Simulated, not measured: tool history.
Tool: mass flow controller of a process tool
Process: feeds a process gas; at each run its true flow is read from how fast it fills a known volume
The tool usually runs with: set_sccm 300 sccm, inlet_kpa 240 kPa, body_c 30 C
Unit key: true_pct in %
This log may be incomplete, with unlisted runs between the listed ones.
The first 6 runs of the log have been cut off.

run 7 day=93.129 | set_sccm=300 inlet_kpa=240 body_c=30 | true_pct=99.39
run 8 day=114.333 | set_sccm=563 inlet_kpa=240 body_c=30 | true_pct=99.88
run 9 day=133.950 | set_sccm=563 inlet_kpa=240 body_c=30 | true_pct=99.92
run 10 day=150.208 | set_sccm=563 inlet_kpa=240 body_c=30 | true_pct=100.06
run 11 day=163.183 | set_sccm=300 inlet_kpa=240 body_c=34 | true_pct=100.20
run 12 day=174.367 | set_sccm=300 inlet_kpa=240 body_c=34 | true_pct=100.19
run 13 day=189.433 | set_sccm=300 inlet_kpa=240 body_c=22 | true_pct=98.95
run 14 day=204.842 | set_sccm=300 inlet_kpa=240 body_c=36 | true_pct=100.74
run 15 day=216.675 | set_sccm=300 inlet_kpa=240 body_c=26 | true_pct=99.85
run 16 day=232.596 | set_sccm=175 inlet_kpa=273 body_c=32 | true_pct=100.73
run 17 day=244.438 | set_sccm=300 inlet_kpa=242 body_c=25 | true_pct=99.74
run 18 day=263.600 | set_sccm=300 inlet_kpa=242 body_c=25 | true_pct=99.82
run 19 day=277.621 | set_sccm=109 inlet_kpa=147 body_c=25 | true_pct=101.10
run 20 day=287.679 | set_sccm=300 inlet_kpa=240 body_c=23 | true_pct=99.90
run 21 day=298.496 | set_sccm=300 inlet_kpa=240 body_c=23 | true_pct=99.92
run 22 day=317.121 | set_sccm=515 inlet_kpa=222 body_c=30 | true_pct=100.93
run 23 day=332.375 | set_sccm=515 inlet_kpa=222 body_c=30 | true_pct=100.89
run 24 day=353.246 | set_sccm=375 inlet_kpa=252 body_c=30 | true_pct=101.06
run 25 day=371.833 | set_sccm=375 inlet_kpa=252 body_c=30 | true_pct=101.10
run 26 day=380.962 | set_sccm=988 inlet_kpa=146 body_c=31 | true_pct=102.39
run 27 day=399.825 | set_sccm=336 inlet_kpa=260 body_c=30 | true_pct=101.33
run 28 day=413.896 | set_sccm=336 inlet_kpa=260 body_c=30 | true_pct=101.43
run 29 day=432.617 | set_sccm=827 inlet_kpa=186 body_c=24 | true_pct=101.43
-- day=448.700 controller's zero set anew
run 30 day=453.754 | set_sccm=300 inlet_kpa=195 body_c=33 | true_pct=101.18

Alternative continuations, all from the tool just after run 30; predict every row:
run A day=463.329 | set_sccm=829 inlet_kpa=149 body_c=33 | true_pct=?
run B day=463.329 | set_sccm=105 inlet_kpa=151 body_c=31 | true_pct=?
run C day=463.329 | set_sccm=392 inlet_kpa=195 body_c=33 | true_pct=?

run=A true_pct=102.15
run=B true_pct=101.19
run=C true_pct=101.38
Without the tool's hidden state the same runs would have given:
run=A true_pct=100.47
run=B true_pct=98.58
run=C true_pct=99.55

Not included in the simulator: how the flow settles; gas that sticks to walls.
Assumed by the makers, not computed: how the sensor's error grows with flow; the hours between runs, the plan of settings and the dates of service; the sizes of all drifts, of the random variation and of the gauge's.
